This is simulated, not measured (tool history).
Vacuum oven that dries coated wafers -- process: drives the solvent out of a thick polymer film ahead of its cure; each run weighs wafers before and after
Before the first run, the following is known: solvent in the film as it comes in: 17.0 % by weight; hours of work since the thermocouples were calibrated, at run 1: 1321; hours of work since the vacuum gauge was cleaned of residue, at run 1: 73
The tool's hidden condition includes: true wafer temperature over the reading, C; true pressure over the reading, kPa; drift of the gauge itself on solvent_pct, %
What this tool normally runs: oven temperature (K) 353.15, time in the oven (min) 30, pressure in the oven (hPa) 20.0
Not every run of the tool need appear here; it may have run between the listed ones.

run    day  oven temperature (K)  time in the oven (min)  pressure in the oven (hPa)  hours of work since the thermocouples were calibrated  hours of work since the vacuum gauge was cleaned of residue  solvent left in the film (%)
  1  0.000                353.15                      30                        20.0                                                   1321                                                           73                          1.10
  2  0.454                353.15                      30                        20.0                                                   1329                                                           81                          1.13
  3  0.921                353.15                      30                        20.0                                                   1336                                                           89                          1.11
  4  1.192                355.15                      30                        20.0                                                   1341                                                           93                          0.88
  5  1.554                353.15                      54                        20.0                                                   1347                                                           99                          0.48
  6  1.896                353.15                      54                        20.0                                                   1353                                                          105                          0.48
  7  2.229                353.15                      30                        20.0                                                   1358                                                          111                          1.10
  8  2.775                357.15                      30                        20.0                                                   1367                                                          120                          0.72
  9  3.133                352.15                      36                        65.7                                                   1373                                                          126                          1.85
 10  3.458                352.15                      36                        65.7                                                   1379                                                          131                          1.85
 11  4.033                352.15                      36                        65.7                                                   1388                                                          141                          1.84
 12  4.550                352.15                      36                        65.7                                                   1397                                                          149                          1.83
 13  5.042                347.15                      30                        72.8                                                   1405                                                          157                          3.36
 14  5.617                347.15                      30                        72.8                                                   1415                                                          167                          3.33
 15  5.954                347.15                      30                        72.8                                                   1420                                                          173                          3.33

Table of differences, measured result less the result of that run with no hidden state. Run-to-run variation is the same in both. Gauge scatter possibly is not:
run  solvent left in the film (%)
  1                         -0.30
  2                         -0.30
  3                         -0.30
  4                         -0.25
  5                         -0.09
  6                         -0.08
  7                         -0.31
  8                         -0.20
  9                         -0.32
 10                         -0.33
 11                         -0.33
 12                         -0.33
 13                         -0.58
 14                         -0.58
 15                         -0.59

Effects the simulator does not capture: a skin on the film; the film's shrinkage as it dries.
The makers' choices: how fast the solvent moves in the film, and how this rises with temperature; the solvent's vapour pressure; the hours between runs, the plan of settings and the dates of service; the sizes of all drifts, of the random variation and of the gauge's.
